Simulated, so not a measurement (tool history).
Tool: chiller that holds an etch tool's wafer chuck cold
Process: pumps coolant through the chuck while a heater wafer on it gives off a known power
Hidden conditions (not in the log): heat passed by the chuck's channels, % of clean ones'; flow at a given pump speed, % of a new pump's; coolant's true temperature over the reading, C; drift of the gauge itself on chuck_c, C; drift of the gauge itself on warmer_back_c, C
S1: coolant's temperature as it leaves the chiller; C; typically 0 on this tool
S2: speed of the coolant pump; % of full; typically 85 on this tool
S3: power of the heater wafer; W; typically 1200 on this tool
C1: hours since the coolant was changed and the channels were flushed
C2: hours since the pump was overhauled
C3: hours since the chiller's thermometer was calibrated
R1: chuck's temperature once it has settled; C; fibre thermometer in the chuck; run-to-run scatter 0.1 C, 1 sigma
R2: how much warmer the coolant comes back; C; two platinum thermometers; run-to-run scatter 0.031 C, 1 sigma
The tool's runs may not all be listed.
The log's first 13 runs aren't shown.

run   hour  S1  S2    S3    C1    C2    C3    R1    R2
 14  332.9   0  85  1200  5912  1031  1168  11.2  3.08
 15  357.5   0  85  1200  5937  1056  1193  11.1  3.07
 16  386.2   0  85  1200  5966  1085  1222  11.3  3.05
 17  415.7   0  80  1200  5995  1114  1251  11.5  3.27
 18  433.6   0  82  1200  6013  1132  1269  11.5  3.13
 19  457.7   0  82  1200  6037  1156  1293  11.5  3.17
 20  472.3   0  82  1200  6052  1171  1308  11.4   3.2
 21  487.6   0  82  1200  6067  1186  1323  11.5  3.21
 22  507.5  -6  85   968  6087  1206  1343   3.1  2.53
 23  533.6  -6  85   968  6113  1232  1369   3.2   2.5
 24  567.4   8  85   973  6147  1266  1403    17  2.51
 25  601.2   8  85   973  6181  1300  1437  17.1  2.52
 26  631.4   8  85   973  6211  1330  1467  17.1  2.58
 27  660.7   8  85   973  6240  1359  1496  17.2  2.51
 28  686.8   9  84  1585  6266  1385  1522  24.1  4.14
 29    713   9  85  1200  6292  1411  1548  20.4   3.1
 30  729.5  -6  92  1588  6309  1428  1565     8  3.74
 31    749  -6  92  1588  6328  1447  1584   8.1  3.78

What does the tool deliver on the next run?
 32  775.6   0  62  942  6355  1474  1611   ?   ?

R1: 11.1 C
R2: 3.39 C
If the tool had no hidden condition, the same run with the same run-to-run variation would have returned R1 10.1 C, R2 3.31 C.
